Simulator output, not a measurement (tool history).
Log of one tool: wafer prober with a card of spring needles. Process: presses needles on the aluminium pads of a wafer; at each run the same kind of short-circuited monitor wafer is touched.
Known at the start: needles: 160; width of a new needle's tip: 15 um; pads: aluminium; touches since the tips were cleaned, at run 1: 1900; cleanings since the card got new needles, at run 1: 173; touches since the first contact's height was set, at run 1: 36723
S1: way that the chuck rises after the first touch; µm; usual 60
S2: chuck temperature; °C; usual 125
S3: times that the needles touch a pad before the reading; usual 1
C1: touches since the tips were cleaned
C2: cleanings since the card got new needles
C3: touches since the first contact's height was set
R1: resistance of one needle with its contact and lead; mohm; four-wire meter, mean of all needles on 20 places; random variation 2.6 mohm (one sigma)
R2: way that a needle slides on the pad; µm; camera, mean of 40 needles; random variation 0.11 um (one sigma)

| run | hour | S1 | S2 | S3 | C1 | C2 | C3 | R1 | R2 |
|---|---|---|---|---|---|---|---|---|---|
| 1 | 0.0 | 60 | 125 | 1 | 1900 | 173 | 36723 | 367 | 13.80 |
|  | 7.5 | tips cleaned on abrasive film |
|  | 17.4 | tips cleaned on abrasive film |
|  | 27.3 | tips cleaned on abrasive film |
|  | 37.3 | tips cleaned on abrasive film |
|  | 47.2 | tips cleaned on abrasive film |
|  | 57.1 | tips cleaned on abrasive film |
|  | 67.1 | tips cleaned on abrasive film |
|  | 77.0 | tips cleaned on abrasive film |
|  | 86.9 | tips cleaned on abrasive film |
|  | 96.9 | tips cleaned on abrasive film |
| 2 | 99.3 | 60 | 125 | 1 | 1271 | 183 | 88294 | 349 | 13.39 |
|  | 109.2 | tips cleaned on abrasive film |
|  | 119.1 | tips cleaned on abrasive film |
|  | 131.5 | tips cleaned on abrasive film |
|  | 143.9 | tips cleaned on abrasive film |
|  | 153.9 | tips cleaned on abrasive film |
|  | 163.8 | tips cleaned on abrasive film |
|  | 173.7 | tips cleaned on abrasive film |
|  | 183.7 | tips cleaned on abrasive film |
|  | 193.6 | tips cleaned on abrasive film |
| 3 | 200.5 | 60 | 125 | 1 | 3613 | 192 | 140917 | 396 | 13.57 |
|  | 205.5 | tips cleaned on abrasive film |
|  | 215.4 | tips cleaned on abrasive film |
|  | 225.3 | tips cleaned on abrasive film |
|  | 235.3 | tips cleaned on abrasive film |
|  | 245.2 | tips cleaned on abrasive film |
|  | 255.1 | tips cleaned on abrasive film |
| 4 | 264.5 | 60 | 125 | 1 | 4894 | 198 | 174185 | 429 | 13.22 |
|  | 267.0 | tips cleaned on abrasive film |
|  | 277.0 | tips cleaned on abrasive film |
|  | 286.9 | tips cleaned on abrasive film |
|  | 296.8 | tips cleaned on abrasive film |
|  | 309.2 | tips cleaned on abrasive film |
|  | 321.6 | tips cleaned on abrasive film |
|  | 334.0 | tips cleaned on abrasive film |
|  | 343.9 | tips cleaned on abrasive film |
| 5 | 344.4 | 60 | 125 | 1 | 254 | 206 | 215712 | 329 | 13.10 |
|  | 354.3 | tips cleaned on abrasive film |
|  | 364.3 | tips cleaned on abrasive film |
|  | 372.0 | height of the first contact set anew |
|  | 374.5 | tips cleaned on abrasive film |
|  | 384.4 | tips cleaned on abrasive film |
|  | 394.4 | tips cleaned on abrasive film |
|  | 404.3 | tips cleaned on abrasive film |
|  | 414.2 | tips cleaned on abrasive film |
|  | 424.2 | tips cleaned on abrasive film |
|  | 434.1 | tips cleaned on abrasive film |
| 6 | 438.3 | 60 | 125 | 1 | 2205 | 215 | 34448 | 377 | 13.53 |
|  | 445.8 | tips cleaned on abrasive film |
|  | 455.7 | tips cleaned on abrasive film |
|  | 465.6 | tips cleaned on abrasive film |
|  | 475.6 | tips cleaned on abrasive film |
|  | 488.0 | tips cleaned on abrasive film |
| 7 | 493.6 | 60 | 125 | 1 | 2936 | 220 | 63180 | 404 | 13.56 |
|  | 498.6 | tips cleaned on abrasive film |
|  | 508.5 | tips cleaned on abrasive film |
|  | 518.4 | tips cleaned on abrasive film |
|  | 528.4 | tips cleaned on abrasive film |
|  | 540.8 | tips cleaned on abrasive film |
|  | 553.2 | tips cleaned on abrasive film |
|  | 563.1 | tips cleaned on abrasive film |
|  | 573.0 | tips cleaned on abrasive film |
| 8 | 579.3 | 60 | 125 | 1 | 3315 | 228 | 107766 | 412 | 13.48 |
|  | 584.3 | tips cleaned on abrasive film |
|  | 596.7 | tips cleaned on abrasive film |
|  | 609.1 | tips cleaned on abrasive film |
|  | 619.1 | tips cleaned on abrasive film |
|  | 629.0 | tips cleaned on abrasive film |
|  | 638.9 | tips cleaned on abrasive film |
|  | 648.9 | tips cleaned on abrasive film |
|  | 661.2 | tips cleaned on abrasive film |
| 9 | 663.9 | 60 | 125 | 1 | 1417 | 236 | 151745 | 356 | 13.21 |
|  | 671.4 | tips cleaned on abrasive film |
|  | 683.8 | tips cleaned on abrasive film |
|  | 696.2 | tips cleaned on abrasive film |
|  | 706.1 | tips cleaned on abrasive film |
|  | 716.1 | tips cleaned on abrasive film |
|  | 726.0 | tips cleaned on abrasive film |
|  | 735.9 | tips cleaned on abrasive film |
| 10 | 738.6 | 60 | 35 | 1 | 1416 | 243 | 190558 | 363 | 13.00 |
|  | 746.1 | tips cleaned on abrasive film |
|  | 756.0 | tips cleaned on abrasive film |
|  | 768.4 | tips cleaned on abrasive film |
|  | 780.8 | tips cleaned on abrasive film |
|  | 790.7 | tips cleaned on abrasive film |
|  | 800.7 | tips cleaned on abrasive film |
| 11 | 808.0 | 48 | 91 | 2 | 3824 | 249 | 226627 | 441 | 10.21 |
|  | 813.0 | tips cleaned on abrasive film |
|  | 813.3 | height of the first contact set anew |
|  | 823.2 | tips cleaned on abrasive film |
|  | 833.1 | tips cleaned on abrasive film |
|  | 845.5 | tips cleaned on abrasive film |
|  | 855.5 | tips cleaned on abrasive film |
|  | 865.4 | tips cleaned on abrasive film |
|  | 877.8 | tips cleaned on abrasive film |
| 12 | 878.3 | 48 | 91 | 2 | 282 | 256 | 33815 | 320 | 10.95 |
|  | 888.2 | tips cleaned on abrasive film |
|  | 898.2 | tips cleaned on abrasive film |
|  | 908.1 | tips cleaned on abrasive film |
|  | 918.0 | tips cleaned on abrasive film |
| 13 | 927.5 | 72 | 125 | 1 | 4962 | 260 | 59410 | 396 | 16.65 |
|  | 930.1 | tips cleaned on abrasive film |
|  | 940.0 | tips cleaned on abrasive film |
|  | 949.9 | tips cleaned on abrasive film |
|  | 959.8 | tips cleaned on abrasive film |
|  | 969.8 | tips cleaned on abrasive film |
|  | 982.2 | tips cleaned on abrasive film |
|  | 992.1 | tips cleaned on abrasive film |
|  | 1002.0 | tips cleaned on abrasive film |
|  | 1012.0 | tips cleaned on abrasive film |
|  | 1024.4 | tips cleaned on abrasive film |
| 14 | 1025.2 | 70 | 125 | 2 | 442 | 270 | 110153 | 313 | 15.74 |
|  | 1035.1 | tips cleaned on abrasive film |
|  | 1045.1 | tips cleaned on abrasive film |
|  | 1057.5 | tips cleaned on abrasive film |
|  | 1068.7 | tips cleaned on abrasive film |
| 15 | 1068.7 | 70 | 125 | 2 | 0 | 274 | 132793 | 299 | 15.82 |
|  | 1078.7 | tips cleaned on abrasive film |
|  | 1088.6 | tips cleaned on abrasive film |
|  | 1098.5 | tips cleaned on abrasive film |
|  | 1110.9 | tips cleaned on abrasive film |
|  | 1120.9 | tips cleaned on abrasive film |
|  | 1130.8 | tips cleaned on abrasive film |
| 16 | 1138.1 | 60 | 125 | 2 | 3848 | 280 | 168886 | 386 | 13.58 |
|  | 1143.1 | tips cleaned on abrasive film |
|  | 1153.1 | tips cleaned on abrasive film |
|  | 1165.5 | tips cleaned on abrasive film |
|  | 1175.4 | tips cleaned on abrasive film |
| 17 | 1180.8 | 46 | 125 | 2 | 2835 | 284 | 191068 | 429 | 10.03 |
|  | 1185.8 | tips cleaned on abrasive film |
|  | 1195.8 | tips cleaned on abrasive film |
|  | 1205.7 | tips cleaned on abrasive film |
|  | 1215.6 | tips cleaned on abrasive film |
|  | 1225.6 | tips cleaned on abrasive film |
|  | 1235.5 | tips cleaned on abrasive film |
|  | 1245.4 | tips cleaned on abrasive film |
| 18 | 1248.2 | 44 | 53 | 2 | 1473 | 291 | 226076 | 386 | 9.49 |
|  | 1255.7 | tips cleaned on abrasive film |
|  | 1256.0 | height of the first contact set anew |
|  | 1265.9 | tips cleaned on abrasive film |
|  | 1275.9 | tips cleaned on abrasive film |
|  | 1285.8 | tips cleaned on abrasive film |
|  | 1295.7 | tips cleaned on abrasive film |
|  | 1305.7 | tips cleaned on abrasive film |
|  | 1315.6 | tips cleaned on abrasive film |
|  | 1325.5 | tips cleaned on abrasive film |
| 19 | 1331.5 | 61 | 30 | 2 | 3124 | 299 | 39237 | 350 | 13.91 |

Forecast each of these 3 alternatives for the next run:
|  | 1336.5 | tips cleaned on abrasive film |
|  | 1346.4 | tips cleaned on abrasive film |
|  | 1358.8 | tips cleaned on abrasive film |
|  | 1368.7 | tips cleaned on abrasive film |
|  | 1378.7 | tips cleaned on abrasive film |
|  | 1388.6 | tips cleaned on abrasive film |
|  | 1398.5 | tips cleaned on abrasive film |
| A | 1406.6 | 65 | 125 | 3 | 4208 | 306 | 78268 | ? | ? |
|  | 1336.5 | tips cleaned on abrasive film |
|  | 1346.4 | tips cleaned on abrasive film |
|  | 1358.8 | tips cleaned on abrasive film |
|  | 1368.7 | tips cleaned on abrasive film |
|  | 1378.7 | tips cleaned on abrasive film |
|  | 1388.6 | tips cleaned on abrasive film |
|  | 1398.5 | tips cleaned on abrasive film |
| B | 1406.6 | 40 | 93 | 1 | 4208 | 306 | 78268 | ? | ? |
|  | 1336.5 | tips cleaned on abrasive film |
|  | 1346.4 | tips cleaned on abrasive film |
|  | 1358.8 | tips cleaned on abrasive film |
|  | 1368.7 | tips cleaned on abrasive film |
|  | 1378.7 | tips cleaned on abrasive film |
|  | 1388.6 | tips cleaned on abrasive film |
|  | 1398.5 | tips cleaned on abrasive film |
| C | 1406.6 | 69 | 101 | 2 | 4208 | 306 | 78268 | ? | ? |

| run | R1 | R2 |
|---|---|---|
| A | 346 | 14.96 |
| B | 622 | 8.98 |
| C | 359 | 15.67 |
Without the tool's hidden state the same runs would have given:
| run | R1 | R2 |
|---|---|---|
| A | 292 | 15.25 |
| B | 291 | 9.27 |
| C | 284 | 15.95 |
